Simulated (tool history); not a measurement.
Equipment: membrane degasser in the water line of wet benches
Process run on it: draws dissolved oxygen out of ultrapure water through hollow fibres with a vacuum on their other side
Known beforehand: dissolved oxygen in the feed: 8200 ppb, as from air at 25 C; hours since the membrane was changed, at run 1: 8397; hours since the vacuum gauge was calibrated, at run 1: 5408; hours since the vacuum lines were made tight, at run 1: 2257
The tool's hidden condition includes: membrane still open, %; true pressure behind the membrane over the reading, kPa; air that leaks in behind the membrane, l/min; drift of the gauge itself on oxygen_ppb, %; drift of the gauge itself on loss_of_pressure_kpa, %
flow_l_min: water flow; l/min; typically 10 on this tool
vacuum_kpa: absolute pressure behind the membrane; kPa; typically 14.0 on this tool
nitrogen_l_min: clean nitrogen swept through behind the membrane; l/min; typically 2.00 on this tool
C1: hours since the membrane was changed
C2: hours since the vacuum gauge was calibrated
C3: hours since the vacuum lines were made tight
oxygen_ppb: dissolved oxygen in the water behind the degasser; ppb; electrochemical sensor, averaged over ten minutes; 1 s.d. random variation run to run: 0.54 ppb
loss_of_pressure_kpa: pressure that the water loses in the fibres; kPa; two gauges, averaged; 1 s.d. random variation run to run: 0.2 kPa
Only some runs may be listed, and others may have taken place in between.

run 1 hour=0.0 | flow_l_min=10 vacuum_kpa=14.0 nitrogen_l_min=2.00 | C1=8397 C2=5408 C3=2257 | oxygen_ppb=138.7 loss_of_pressure_kpa=44.70
run 2 hour=117.4 | flow_l_min=10 vacuum_kpa=14.0 nitrogen_l_min=2.00 | C1=8514 C2=5526 C3=2374 | oxygen_ppb=139.1 loss_of_pressure_kpa=45.50
run 3 hour=268.4 | flow_l_min=10 vacuum_kpa=14.0 nitrogen_l_min=0.97 | C1=8665 C2=5677 C3=2525 | oxygen_ppb=270.2 loss_of_pressure_kpa=45.13
run 4 hour=459.6 | flow_l_min=10 vacuum_kpa=14.0 nitrogen_l_min=0.97 | C1=8857 C2=5868 C3=2716 | oxygen_ppb=272.7 loss_of_pressure_kpa=44.89
run 5 hour=684.2 | flow_l_min=10 vacuum_kpa=14.0 nitrogen_l_min=3.08 | C1=9081 C2=6093 C3=2941 | oxygen_ppb=93.0 loss_of_pressure_kpa=45.06
run 6 hour=822.7 | flow_l_min=10 vacuum_kpa=14.0 nitrogen_l_min=3.08 | C1=9220 C2=6231 C3=3079 | oxygen_ppb=93.6 loss_of_pressure_kpa=44.99
run 7 hour=936.7 | flow_l_min=10 vacuum_kpa=14.0 nitrogen_l_min=3.26 | C1=9334 C2=6345 C3=3193 | oxygen_ppb=89.1 loss_of_pressure_kpa=45.02
run 8 hour=1076.0 | flow_l_min=10 vacuum_kpa=14.0 nitrogen_l_min=3.26 | C1=9473 C2=6484 C3=3333 | oxygen_ppb=88.2 loss_of_pressure_kpa=45.30
run 9 hour=1219.1 | flow_l_min=10 vacuum_kpa=12.0 nitrogen_l_min=2.00 | C1=9616 C2=6627 C3=3476 | oxygen_ppb=116.4 loss_of_pressure_kpa=45.60
run 10 hour=1405.4 | flow_l_min=10 vacuum_kpa=14.0 nitrogen_l_min=2.00 | C1=9802 C2=6814 C3=3662 | oxygen_ppb=141.3 loss_of_pressure_kpa=45.30
run 11 hour=1590.5 | flow_l_min=10 vacuum_kpa=14.0 nitrogen_l_min=2.00 | C1=9987 C2=6999 C3=3847 | oxygen_ppb=141.3 loss_of_pressure_kpa=45.26
run 12 hour=1784.8 | flow_l_min=10 vacuum_kpa=14.0 nitrogen_l_min=2.00 | C1=10182 C2=7193 C3=4041 | oxygen_ppb=141.2 loss_of_pressure_kpa=45.84
run 13 hour=1914.0 | flow_l_min=10 vacuum_kpa=14.0 nitrogen_l_min=2.00 | C1=10311 C2=7322 C3=4171 | oxygen_ppb=141.5 loss_of_pressure_kpa=45.36
run 14 hour=2042.1 | flow_l_min=10 vacuum_kpa=10.1 nitrogen_l_min=2.00 | C1=10439 C2=7451 C3=4299 | oxygen_ppb=94.6 loss_of_pressure_kpa=45.39
run 15 hour=2136.1 | flow_l_min=10 vacuum_kpa=10.1 nitrogen_l_min=2.00 | C1=10533 C2=7545 C3=4393 | oxygen_ppb=93.6 loss_of_pressure_kpa=45.58
run 16 hour=2358.5 | flow_l_min=7 vacuum_kpa=14.0 nitrogen_l_min=2.00 | C1=10755 C2=7767 C3=4615 | oxygen_ppb=101.8 loss_of_pressure_kpa=32.08
run 17 hour=2500.4 | flow_l_min=10 vacuum_kpa=8.5 nitrogen_l_min=4.23 | C1=10897 C2=7909 C3=4757 | oxygen_ppb=37.7 loss_of_pressure_kpa=45.43
run 18 hour=2714.2 | flow_l_min=10 vacuum_kpa=25.7 nitrogen_l_min=2.76 | C1=11111 C2=8123 C3=4971 | oxygen_ppb=209.6 loss_of_pressure_kpa=45.38
run 19 hour=2831.5 | flow_l_min=7 vacuum_kpa=14.9 nitrogen_l_min=1.67 | C1=11228 C2=8240 C3=5088 | oxygen_ppb=130.8 loss_of_pressure_kpa=32.15
-- hour=2844.0 vacuum gauge calibrated
run 20 hour=2956.2 | flow_l_min=8 vacuum_kpa=14.9 nitrogen_l_min=1.67 | C1=11353 C2=112 C3=5212 | oxygen_ppb=151.3 loss_of_pressure_kpa=36.28
run 21 hour=3135.7 | flow_l_min=11 vacuum_kpa=14.3 nitrogen_l_min=1.25 | C1=11532 C2=292 C3=5392 | oxygen_ppb=252.0 loss_of_pressure_kpa=50.18
run 22 hour=3266.5 | flow_l_min=11 vacuum_kpa=14.3 nitrogen_l_min=1.25 | C1=11663 C2=423 C3=5522 | oxygen_ppb=253.5 loss_of_pressure_kpa=50.55

Run 23 has not been measured yet. What should we expect?
run 23 hour=3402.1 | flow_l_min=12 vacuum_kpa=20.6 nitrogen_l_min=1.39 | C1=11799 C2=558 C3=5658 | oxygen_ppb=? loss_of_pressure_kpa=?

oxygen_ppb: 376.4 ppb
loss_of_pressure_kpa: 55.12 kPa
Take away the tool's hidden state, keep the run-to-run variation as it was, and the same run would have given oxygen_ppb 349.8 ppb, loss_of_pressure_kpa 51.47 kPa.

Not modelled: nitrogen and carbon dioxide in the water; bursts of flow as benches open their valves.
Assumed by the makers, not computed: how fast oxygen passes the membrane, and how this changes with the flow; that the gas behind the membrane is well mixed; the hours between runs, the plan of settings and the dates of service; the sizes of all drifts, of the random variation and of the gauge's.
